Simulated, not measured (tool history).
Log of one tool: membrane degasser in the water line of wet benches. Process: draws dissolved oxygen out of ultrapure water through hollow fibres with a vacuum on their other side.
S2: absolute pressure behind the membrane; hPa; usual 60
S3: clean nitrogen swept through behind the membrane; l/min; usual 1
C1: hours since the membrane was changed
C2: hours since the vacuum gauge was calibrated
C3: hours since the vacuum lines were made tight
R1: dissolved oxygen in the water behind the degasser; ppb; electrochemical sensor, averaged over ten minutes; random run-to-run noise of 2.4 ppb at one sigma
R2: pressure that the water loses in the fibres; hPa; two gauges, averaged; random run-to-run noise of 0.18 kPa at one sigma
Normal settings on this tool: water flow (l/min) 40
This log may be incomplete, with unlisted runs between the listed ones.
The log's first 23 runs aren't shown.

{"run": 24, "day": 98.792, "water flow (l/min)": 30, "S2": 106.4, "S3": 0.5, "C1": 6356, "C2": 3837, "C3": 1944, "R1": 761.9, "R2": 221.2}
{"run": 25, "day": 103.262, "water flow (l/min)": 55, "S2": 116.8, "S3": 0.75, "C1": 6463, "C2": 3944, "C3": 2051, "R1": 1044.4, "R2": 408.2}
{"run": 26, "day": 107.733, "water flow (l/min)": 55, "S2": 116.8, "S3": 0.75, "C1": 6570, "C2": 4051, "C3": 2158, "R1": 1018.8, "R2": 408.4}
{"run": 27, "day": 111.971, "water flow (l/min)": 40, "S2": 60, "S3": 2.53, "C1": 6672, "C2": 4153, "C3": 2260, "R1": 119.2, "R2": 300.2}
{"run": 28, "day": 116.871, "water flow (l/min)": 40, "S2": 60, "S3": 2.53, "C1": 6790, "C2": 4271, "C3": 2378, "R1": 117.3, "R2": 295.2}
{"run": 29, "day": 122.142, "water flow (l/min)": 40, "S2": 60, "S3": 2.53, "C1": 6916, "C2": 4397, "C3": 2504, "R1": 117, "R2": 298.9}
{"run": 30, "day": 125.479, "water flow (l/min)": 49, "S2": 61, "S3": 1, "C1": 6996, "C2": 4477, "C3": 2584, "R1": 303.4, "R2": 365.1}
{"run": 31, "day": 131.558, "water flow (l/min)": 49, "S2": 61, "S3": 1, "C1": 7142, "C2": 4623, "C3": 2730, "R1": 305.2, "R2": 361.8}

Predict each of these 5 candidate next runs independently; none follows another, all start after run 31:
{"run": "A", "day": 135.654, "water flow (l/min)": 49, "S2": 77, "S3": 0.87, "C1": 7240, "C2": 4722, "C3": 2828, "R1": "?", "R2": "?"}
{"run": "B", "day": 135.654, "water flow (l/min)": 35, "S2": 39.8, "S3": 0.62, "C1": 7240, "C2": 4722, "C3": 2828, "R1": "?", "R2": "?"}
{"run": "C", "day": 135.654, "water flow (l/min)": 37, "S2": 37.5, "S3": 0.47, "C1": 7240, "C2": 4722, "C3": 2828, "R1": "?", "R2": "?"}
{"run": "D", "day": 135.654, "water flow (l/min)": 59, "S2": 60, "S3": 1, "C1": 7240, "C2": 4722, "C3": 2828, "R1": "?", "R2": "?"}
{"run": "E", "day": 135.654, "water flow (l/min)": 37, "S2": 147.7, "S3": 2.19, "C1": 7240, "C2": 4722, "C3": 2828, "R1": "?", "R2": "?"}

run=A R1=490.9 R2=364.7
run=B R1=92.8 R2=259.6
run=C R1=85.6 R2=270.8
run=D R1=364.7 R2=437.2
run=E R1=439.5 R2=274.4
Without the tool's hidden state the same runs would have given:
run=A R1=490.6 R2=372.6
run=B R1=92.6 R2=265.1
run=C R1=85.4 R2=276.7
run=D R1=364.4 R2=446.6
run=E R1=439.4 R2=280.2
